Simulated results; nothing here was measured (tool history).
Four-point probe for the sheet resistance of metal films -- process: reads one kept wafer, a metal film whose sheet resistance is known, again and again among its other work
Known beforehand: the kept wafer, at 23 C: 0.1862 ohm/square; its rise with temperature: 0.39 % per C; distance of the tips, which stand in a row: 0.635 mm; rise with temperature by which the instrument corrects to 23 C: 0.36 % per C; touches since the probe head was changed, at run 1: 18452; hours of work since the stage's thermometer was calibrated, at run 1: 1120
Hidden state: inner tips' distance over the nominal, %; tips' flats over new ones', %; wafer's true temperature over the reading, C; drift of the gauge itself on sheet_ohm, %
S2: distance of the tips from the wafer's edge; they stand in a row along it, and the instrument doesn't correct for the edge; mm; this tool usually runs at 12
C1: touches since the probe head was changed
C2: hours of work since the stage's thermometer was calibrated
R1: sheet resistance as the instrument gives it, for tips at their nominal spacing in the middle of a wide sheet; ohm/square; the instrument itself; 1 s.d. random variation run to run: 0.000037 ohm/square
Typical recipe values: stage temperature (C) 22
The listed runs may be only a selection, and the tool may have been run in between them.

run 1 hour=0.0 | stage_temperature_(C)=22 S2=12 | C1=18452 C2=1120 | R1=0.186799
run 2 hour=10.5 | stage_temperature_(C)=22 S2=12 | C1=18790 C2=1126 | R1=0.186768
run 3 hour=23.1 | stage_temperature_(C)=22 S2=12 | C1=19196 C2=1132 | R1=0.186768
run 4 hour=38.0 | stage_temperature_(C)=22 S2=12 | C1=19677 C2=1140 | R1=0.186720
run 5 hour=49.6 | stage_temperature_(C)=22 S2=12 | C1=20054 C2=1146 | R1=0.186793
run 6 hour=59.1 | stage_temperature_(C)=22 S2=12 | C1=20358 C2=1151 | R1=0.186772
run 7 hour=75.1 | stage_temperature_(C)=22 S2=4 | C1=20875 C2=1160 | R1=0.189019
run 8 hour=83.7 | stage_temperature_(C)=22 S2=4 | C1=21155 C2=1165 | R1=0.189015
run 9 hour=91.1 | stage_temperature_(C)=22 S2=4 | C1=21394 C2=1168 | R1=0.189071
run 10 hour=98.2 | stage_temperature_(C)=22 S2=4 | C1=21623 C2=1172 | R1=0.189029
run 11 hour=113.3 | stage_temperature_(C)=22 S2=12 | C1=22110 C2=1180 | R1=0.186760
run 12 hour=124.2 | stage_temperature_(C)=22 S2=7 | C1=22462 C2=1186 | R1=0.187398
run 13 hour=131.8 | stage_temperature_(C)=22 S2=12 | C1=22706 C2=1190 | R1=0.186827
run 14 hour=143.6 | stage_temperature_(C)=22 S2=12 | C1=23087 C2=1196 | R1=0.186867
run 15 hour=150.6 | stage_temperature_(C)=22 S2=12 | C1=23315 C2=1200 | R1=0.186811
run 16 hour=166.8 | stage_temperature_(C)=24 S2=6 | C1=23836 C2=1209 | R1=0.187777
run 17 hour=180.2 | stage_temperature_(C)=34 S2=65 | C1=24271 C2=1216 | R1=0.187162
run 18 hour=192.5 | stage_temperature_(C)=34 S2=65 | C1=24667 C2=1222 | R1=0.187119
-- hour=193.9 stage's thermometer calibrated
run 19 hour=201.2 | stage_temperature_(C)=28 S2=9 | C1=24933 C2=4 | R1=0.187354
run 20 hour=215.0 | stage_temperature_(C)=34 S2=24 | C1=25378 C2=11 | R1=0.187197
run 21 hour=228.2 | stage_temperature_(C)=28 S2=5 | C1=25802 C2=18 | R1=0.188461
-- hour=231.3 stage's thermometer calibrated, once more
run 22 hour=243.9 | stage_temperature_(C)=27 S2=12 | C1=26295 C2=7 | R1=0.187349
run 23 hour=254.7 | stage_temperature_(C)=30 S2=6 | C1=26643 C2=12 | R1=0.188177
run 24 hour=265.9 | stage_temperature_(C)=27 S2=38 | C1=27006 C2=18 | R1=0.187076
run 25 hour=280.8 | stage_temperature_(C)=21 S2=11 | C1=27485 C2=26 | R1=0.187017
run 26 hour=296.1 | stage_temperature_(C)=21 S2=11 | C1=27980 C2=34 | R1=0.187057
run 27 hour=302.8 | stage_temperature_(C)=19 S2=40 | C1=28196 C2=38 | R1=0.186684
run 28 hour=309.7 | stage_temperature_(C)=26 S2=23 | C1=28420 C2=42 | R1=0.187148
run 29 hour=317.5 | stage_temperature_(C)=26 S2=23 | C1=28671 C2=46 | R1=0.187092
run 30 hour=331.0 | stage_temperature_(C)=22 S2=12 | C1=29106 C2=53 | R1=0.187167

Hidden condition of the tool, last listed run before each entry between runs versus first listed run after:
Run 18 -> run 19: stage's thermometer calibrated (hour 193.9)
  inner tips' distance over the nominal, %: 0.299 -> 0.301; wafer's true temperature over the reading, C: -0.26 -> -0.3
  the result without the hidden state subtracted from the measured one, R1: +0.000424 -> +0.000400 ohm/square
Run 21 -> run 22: stage's thermometer calibrated, once more (hour 231.3)
  inner tips' distance over the nominal, %: 0.309 -> 0.312; tips' flats over new ones', %: 10 -> 11; wafer's true temperature over the reading, C: -0.3 -> -0.01
  the result without the hidden state subtracted from the measured one, R1: +0.000415 -> +0.000625 ohm/square

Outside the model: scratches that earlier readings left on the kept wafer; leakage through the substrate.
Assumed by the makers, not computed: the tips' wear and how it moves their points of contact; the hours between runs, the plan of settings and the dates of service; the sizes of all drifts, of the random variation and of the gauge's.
